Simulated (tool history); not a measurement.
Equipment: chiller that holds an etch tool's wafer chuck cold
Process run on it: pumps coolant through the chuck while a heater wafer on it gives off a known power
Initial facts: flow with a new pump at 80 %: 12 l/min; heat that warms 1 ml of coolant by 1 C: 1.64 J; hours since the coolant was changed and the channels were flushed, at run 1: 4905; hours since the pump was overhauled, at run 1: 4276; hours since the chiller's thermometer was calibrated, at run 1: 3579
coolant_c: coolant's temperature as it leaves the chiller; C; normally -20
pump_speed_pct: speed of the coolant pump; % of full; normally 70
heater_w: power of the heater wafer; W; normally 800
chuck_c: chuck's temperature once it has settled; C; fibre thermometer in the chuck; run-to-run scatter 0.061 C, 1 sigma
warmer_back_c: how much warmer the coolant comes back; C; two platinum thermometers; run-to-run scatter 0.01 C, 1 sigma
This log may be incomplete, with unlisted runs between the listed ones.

run,day,coolant_c,pump_speed_pct,heater_w,hours since the coolant was changed and the channels were flushed,hours since the pump was overhauled,hours since the chiller's thermometer was calibrated,chuck_c,warmer_back_c
1,0.000,-20,70,800,4905,4276,3579,-12.90,2.93
2,5.217,-20,70,800,5030,4401,3704,-12.87,2.91
3,8.038,-20,70,800,5097,4469,3772,-12.75,2.92
4,14.000,-20,70,800,5241,4612,3915,-12.81,2.93
# day 14.700: coolant pump overhauled
5,19.000,-20,79,800,5356,103,4030,-13.33,2.71
# day 20.688: chiller's thermometer calibrated
6,24.275,-24,70,478,5481,229,86,-19.33,1.83
7,28.250,-20,67,800,5577,324,181,-11.83,3.19
8,31.129,-20,97,800,5646,393,251,-13.97,2.25
9,35.412,-20,97,800,5748,496,353,-14.13,2.23
10,38.142,-15,61,771,5814,562,419,-6.44,3.38

Measured minus without-hidden-state, run by run (identical run-to-run variation in each term; gauge scatter may differ):
The hidden state here: heat passed by the chuck's channels, % of clean ones'; flow at a given pump speed, % of a new pump's; coolant's true temperature over the reading, C; drift of the gauge itself on chuck_c, C; drift of the gauge itself on warmer_back_c, C.
run,chuck_c,warmer_back_c
1,+0.90,+0.15
2,+0.92,+0.15
3,+0.94,+0.15
4,+0.97,+0.16
5,+1.13,+0.26
6,+0.93,+0.18
7,+1.66,+0.31
8,+1.22,+0.22
9,+1.23,+0.22
10,+1.79,+0.34
